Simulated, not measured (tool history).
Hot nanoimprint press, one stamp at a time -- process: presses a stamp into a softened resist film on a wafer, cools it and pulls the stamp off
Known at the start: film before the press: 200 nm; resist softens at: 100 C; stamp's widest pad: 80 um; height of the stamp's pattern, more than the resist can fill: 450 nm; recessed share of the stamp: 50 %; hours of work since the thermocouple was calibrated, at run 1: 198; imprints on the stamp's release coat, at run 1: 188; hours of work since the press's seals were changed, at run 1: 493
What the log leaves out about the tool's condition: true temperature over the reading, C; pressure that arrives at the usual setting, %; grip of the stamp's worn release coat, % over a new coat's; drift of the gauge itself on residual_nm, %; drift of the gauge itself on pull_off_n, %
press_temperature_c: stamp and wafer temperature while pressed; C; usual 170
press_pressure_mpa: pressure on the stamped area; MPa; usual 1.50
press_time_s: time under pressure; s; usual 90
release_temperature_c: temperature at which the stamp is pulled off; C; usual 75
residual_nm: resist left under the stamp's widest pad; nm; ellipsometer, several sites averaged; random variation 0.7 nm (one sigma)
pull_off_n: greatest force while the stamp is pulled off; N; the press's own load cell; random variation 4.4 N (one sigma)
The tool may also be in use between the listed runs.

run	hour	press_temperature_c	press_pressure_mpa	press_time_s	release_temperature_c	hours of work since the thermocouple was calibrated	imprints on the stamp's release coat	hours of work since the press's seals were changed	residual_nm	pull_off_n
1	0.0	170	1.50	90	75	198	188	493	118.2	232
2	20.6	170	1.50	90	75	211	240	505	118.5	234
3	44.8	170	2.27	90	75	225	301	519	96.3	240
4	58.6	170	2.27	90	75	233	335	528	97.8	236
5	84.3	170	1.50	90	75	248	399	543	119.5	240
6	97.7	170	1.50	88	75	256	433	551	120.5	249
7	112.6	170	1.50	88	75	265	470	559	120.3	248
# hour 116.9: plate thermocouple calibrated
8	134.6	170	1.50	88	75	10	518	571	122.9	261
9	161.2	170	1.50	90	75	26	584	586	123.4	261
10	187.8	170	1.50	90	75	42	651	602	123.3	268
# hour 204.2: plate thermocouple calibrated, once more
11	215.5	170	1.50	114	75	7	712	617	110.8	273
12	236.3	170	1.38	114	75	19	765	629	114.2	262
13	255.6	170	1.38	114	75	30	813	640	115.0	282
14	267.5	170	1.38	114	75	37	842	647	115.5	271
15	286.9	178	1.50	68	75	49	891	659	98.1	284
16	308.1	165	2.29	120	75	61	944	671	108.6	289
17	330.1	165	1.44	120	78	74	999	684	134.1	272
18	343.3	165	1.44	120	78	82	1032	692	134.2	261
19	368.6	165	1.44	120	78	97	1095	707	132.4	266
# hour 384.3: stamp cleaned and given a new release coat
20	387.5	170	1.50	62	70	105	8	715	132.1	242
21	403.7	175	1.50	49	75	114	48	724	119.9	222
22	418.4	175	1.50	49	75	123	85	733	121.0	231
23	443.4	175	1.50	51	68	138	147	748	119.8	266
24	458.9	161	1.42	90	62	147	186	757	162.1	316
25	473.0	180	1.83	79	82	155	221	765	78.8	196

3 ways to go on from here, each from the tool as it stands after run 25. What would each give?
A	485.2	170	1.50	155	80	162	252	772	?	?
B	485.2	180	1.18	69	65	162	252	772	?	?
C	485.2	173	1.83	125	82	162	252	772	?	?

run	residual_nm	pull_off_n
A	102.8	203
B	104.4	301
C	88.3	190
Without the tool's unlogged condition, the same runs would have read:
run	residual_nm	pull_off_n
A	98.0	184
B	100.4	275
C	83.7	172
